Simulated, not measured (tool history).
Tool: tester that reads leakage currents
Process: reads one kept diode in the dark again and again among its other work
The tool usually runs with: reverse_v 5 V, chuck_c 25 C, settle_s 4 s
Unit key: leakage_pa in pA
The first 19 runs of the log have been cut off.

run	hour	reverse_v	chuck_c	settle_s	hours of work since the probe card was cleaned	hours of work since the tester was calibrated	hours of work since the chuck was calibrated	leakage_pa
20	1924.1	5	39	4	164	1819	920	218.7
21	2019.2	19.91	39	8.17	216	1871	971	401.68
22	2136.9	19.91	39	8.17	280	1935	1035	404.77
23	2221.9	13.64	47	0.51	326	1981	1082	597.53
24	2328.3	3.04	25	1.03	384	2039	1140	62.79
25	2460.4	5.15	42	2.97	456	2111	1211	276.12
26	2567.5	5.15	42	2.97	514	2169	1270	276.1
27	2685.8	5.15	31	7.59	578	2233	1334	126.8
28	2776.3	1.95	24	8.39	628	2283	1383	48.36
29	2897.4	9.13	23	8.39	694	2349	1449	91.83
30	3024.3	4.13	38	4.26	763	2418	1518	191.81
31	3126.6	4.13	38	4.26	818	2473	1574	192.09
# hour 3151.4: tester calibrated
32	3188.2	4.13	38	4.26	851	20	1606	197.27
33	3304.2	18.15	25	4	914	83	1669	156.29
# hour 3391.7: chuck's temperature calibrated
34	3438.1	1.58	25	8.25	986	155	25	46.25
35	3503.2	1.58	25	8.25	1021	190	61	46.24
36	3639.2	3.83	47	1.09	1095	264	135	334.6
37	3707.9	4.4	38	8.66	1132	302	172	191.86
38	3778.9	2.76	38	9.21	1171	340	211	156.22

Here are 3 independent what-if runs from the current tool condition. What would each one return?
A	3836	5	25	2.8	1202	371	242	?
B	3836	5	25	1.25	1202	371	242	?
C	3836	17.71	34	4	1202	371	242	?

run	leakage_pa
A	80.17
B	80.17
C	278.13
Without the tool's hidden state the same runs would have given:
run	leakage_pa
A	74.01
B	74.03
C	256.67
